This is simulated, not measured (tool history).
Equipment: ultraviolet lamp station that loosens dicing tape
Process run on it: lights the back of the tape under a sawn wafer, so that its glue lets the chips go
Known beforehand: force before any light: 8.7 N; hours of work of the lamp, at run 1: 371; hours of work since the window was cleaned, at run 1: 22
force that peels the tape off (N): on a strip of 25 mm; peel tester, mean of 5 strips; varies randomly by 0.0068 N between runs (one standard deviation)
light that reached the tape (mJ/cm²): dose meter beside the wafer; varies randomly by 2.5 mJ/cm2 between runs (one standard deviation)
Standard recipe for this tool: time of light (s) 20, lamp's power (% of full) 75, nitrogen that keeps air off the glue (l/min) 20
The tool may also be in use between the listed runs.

run	hour	time of light (s)	lamp's power (% of full)	nitrogen that keeps air off the glue (l/min)	hours of work of the lamp	hours of work since the window was cleaned	force that peels the tape off (N)	light that reached the tape (mJ/cm²)
1	0.0	20	75	20	371	22	0.408	232
2	92.1	20	96	20	433	83	0.261	277
3	170.8	20	64	20	485	136	0.802	177
4	233.0	20	64	20	527	178	0.929	168
5	293.2	20	64	20	568	218	0.954	160
6	364.7	20	64	20	616	266	1.070	157
# hour 432.2: lamp changed
# hour 444.2: window cleaned of glue's vapour
7	447.0	20	64	20	10	2	0.376	246
8	492.5	20	60	20	40	32	0.472	219
9	576.7	20	60	20	97	89	0.549	207
10	618.6	20	69	20	125	117	0.406	242
11	672.9	20	69	20	161	154	0.427	232
12	718.4	22	69	20	192	184	0.355	248
13	768.1	22	69	20	225	218	0.388	240
14	855.6	20	64	20	284	276	0.681	197
15	900.3	20	75	20	314	306	0.490	220
# hour 925.9: window cleaned of glue's vapour
16	945.8	20	75	20	344	13	0.410	237
17	1007.0	14	75	20	385	55	1.058	157
18	1064.4	14	75	20	424	93	1.100	155
19	1110.8	14	75	20	455	124	1.177	147
20	1187.4	14	75	20	506	176	1.308	146
21	1231.0	38	75	20	536	205	0.124	372
22	1320.5	20	75	20	596	265	0.776	179
23	1391.1	20	75	20	643	312	0.837	178
# hour 1404.0: window cleaned of glue's vapour
# hour 1414.1: lamp changed
24	1459.7	18	99	20	31	37	0.167	326
25	1525.4	18	99	20	75	81	0.172	313
26	1577.5	20	82	20	110	116	0.246	282
27	1627.7	28	68	20	143	150	0.182	315
28	1682.9	22	92	10	181	187	0.278	325
29	1761.5	25	91	10	233	239	0.228	351
30	1857.2	25	91	10	298	304	0.259	332
# hour 1883.1: window cleaned of glue's vapour
31	1902.2	33	75	20	327	13	0.113	386
32	1978.6	28	93	20	379	64	0.125	388
33	2024.4	27	67	20	410	95	0.316	257
34	2085.0	27	62	11	450	136	0.611	230
35	2168.9	27	62	11	507	192	0.733	219
36	2249.3	18	61	38	561	246	1.096	139
37	2341.4	27	61	38	622	308	0.516	192
# hour 2365.2: window cleaned of glue's vapour
# hour 2394.5: lamp changed
38	2428.3	27	61	38	23	42	0.136	311
39	2501.7	17	79	18	72	91	0.411	244
40	2554.6	17	85	18	107	127	0.351	253
41	2635.7	17	85	18	162	181	0.419	241
42	2697.8	31	68	8	204	223	0.297	335
43	2744.0	31	68	8	235	254	0.317	328

A few steps of force that peels the tape off (N) between consecutive runs. Split each: what settings, incoming material and random variation would produce without the hidden state, and what is left over for the hidden state, along with gauge scatter present in only one of the two compared results (measured, and without hidden state):
Hidden state present: lamp's light, % of a new lamp's; light that the window lets through, % of a clean one's; drift of the gauge itself on peel_n, %; drift of the gauge itself on dose_mj_cm2, %.
Run 6 -> 7: lamp changed, window cleaned of glue's vapour. force that peels the tape off (N) -0.694: hidden state -0.701, all else +0.007.
Run 20 -> 21: time of light (s) 14 -> 38. force that peels the tape off (N) -1.184: hidden state -0.660, all else -0.524.
Run 23 -> 24: time of light (s) 20 -> 18, lamp's power (% of full) 75 -> 99, window cleaned of glue's vapour, lamp changed. force that peels the tape off (N) -0.670: hidden state -0.591, all else -0.079.
